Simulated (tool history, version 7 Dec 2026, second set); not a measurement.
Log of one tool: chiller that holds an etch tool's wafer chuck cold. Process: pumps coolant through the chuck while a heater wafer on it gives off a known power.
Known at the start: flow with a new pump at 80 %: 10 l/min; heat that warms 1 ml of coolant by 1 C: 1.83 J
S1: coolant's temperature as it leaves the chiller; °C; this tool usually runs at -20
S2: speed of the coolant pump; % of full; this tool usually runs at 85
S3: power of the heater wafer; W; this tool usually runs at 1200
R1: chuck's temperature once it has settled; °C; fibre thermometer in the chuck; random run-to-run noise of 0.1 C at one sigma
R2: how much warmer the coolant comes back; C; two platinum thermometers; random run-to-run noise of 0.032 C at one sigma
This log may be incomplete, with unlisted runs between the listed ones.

run,hour,S1,S2,S3,R1,R2
1,0,-20,85,1200,-10.3,4.15
2,130.3,-20,85,1200,-10.3,4.1
3,255.7,-20,85,1200,-10,4.13
4,342,-20,85,1200,-10.3,4.14
5,462.2,-20,85,1200,-10.1,4.16
6,547.4,-20,85,1200,-10,4.16
# hour 610.1: coolant changed, channels flushed
7,622.3,-20,85,1200,-11.3,4.17
8,776.7,-20,85,1200,-11.5,4.2
9,892.5,-20,85,1200,-11.4,4.17
10,1031,-20,85,1200,-11.2,4.16
11,1137.7,-20,85,1654,-7.9,5.82
# hour 1152.8: chiller's thermometer calibrated
12,1234.6,-20,99,1200,-12.6,3.57
13,1306.9,-17,97,1753,-5.7,5.38
14,1431.1,-22,61,1180,-10.4,5.93
15,1562.8,-12,72,1200,-1.9,5.04
16,1639.7,-20,86,1200,-11.5,4.24
17,1802.5,-20,85,1461,-9.2,5.18
# hour 1816.4: chiller's thermometer calibrated, once more
18,1932.7,-20,85,1461,-8.8,5.21
19,2075.7,-20,85,742,-14,2.67
20,2170.8,-29,83,1470,-17.4,5.44
21,2258.1,-29,83,1470,-17.5,5.45
22,2353.2,-29,66,1470,-14.7,6.96

Measured minus without-hidden-state, run by run (identical run-to-run variation in each term; gauge scatter may differ):
Hidden state present: heat passed by the chuck's channels, % of clean ones'; flow at a given pump speed, % of a new pump's; coolant's true temperature over the reading, C; drift of the gauge itself on chuck_c, C; drift of the gauge itself on warmer_back_c, C.
run,R1,R2
1,+1.8,+0.41
2,+1.9,+0.42
3,+2,+0.44
4,+2,+0.44
5,+2,+0.45
6,+2.1,+0.46
7,+0.7,+0.47
8,+0.7,+0.48
9,+0.8,+0.49
10,+0.8,+0.51
11,+1.2,+0.72
12,+0.7,+0.45
13,+1.1,+0.69
14,+1.2,+0.78
15,+1.1,+0.68
16,+0.9,+0.57
17,+1.3,+0.72
18,+1.6,+0.74
19,+0.9,+0.38
20,+1.8,+0.79
21,+1.8,+0.8
22,+2.2,+1.04

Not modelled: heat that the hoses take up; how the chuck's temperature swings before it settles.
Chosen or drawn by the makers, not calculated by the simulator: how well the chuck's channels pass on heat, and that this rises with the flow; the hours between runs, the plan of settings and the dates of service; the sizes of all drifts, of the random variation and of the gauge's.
